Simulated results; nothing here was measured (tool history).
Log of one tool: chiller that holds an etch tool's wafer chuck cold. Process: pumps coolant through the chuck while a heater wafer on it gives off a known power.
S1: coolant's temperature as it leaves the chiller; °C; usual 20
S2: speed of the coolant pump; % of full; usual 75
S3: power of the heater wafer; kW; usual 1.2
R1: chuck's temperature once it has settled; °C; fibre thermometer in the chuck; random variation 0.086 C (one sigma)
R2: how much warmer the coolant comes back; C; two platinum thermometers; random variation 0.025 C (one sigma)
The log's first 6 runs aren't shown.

run	hour	S1	S2	S3	R1	R2
7	333.3	20	75	1.2	29.74	4.25
8	381.7	20	75	1.2	30.07	4.15
9	423	20	85	1.2	28.83	3.69
10	469.1	20	75	1.2	29.87	4.25
11	528.9	20	75	1.2	29.99	4.23
12	603.2	20	75	1.545	33.02	5.41
13	648.4	20	74	1.545	33.3	5.58
14	700.6	20	74	1.043	28.74	3.77
15	738	20	67	1.043	29.85	4.21

Run 16 comes next. What will it give?
# hour 756.7: coolant changed, channels flushed
16	810.4	20	67	1.043	?	?

Run 16 gave R1 28.3 °C, R2 4.23 C.
Without the tool's hidden state the same run would have given R1 28.72 °C, R2 4.08 C.

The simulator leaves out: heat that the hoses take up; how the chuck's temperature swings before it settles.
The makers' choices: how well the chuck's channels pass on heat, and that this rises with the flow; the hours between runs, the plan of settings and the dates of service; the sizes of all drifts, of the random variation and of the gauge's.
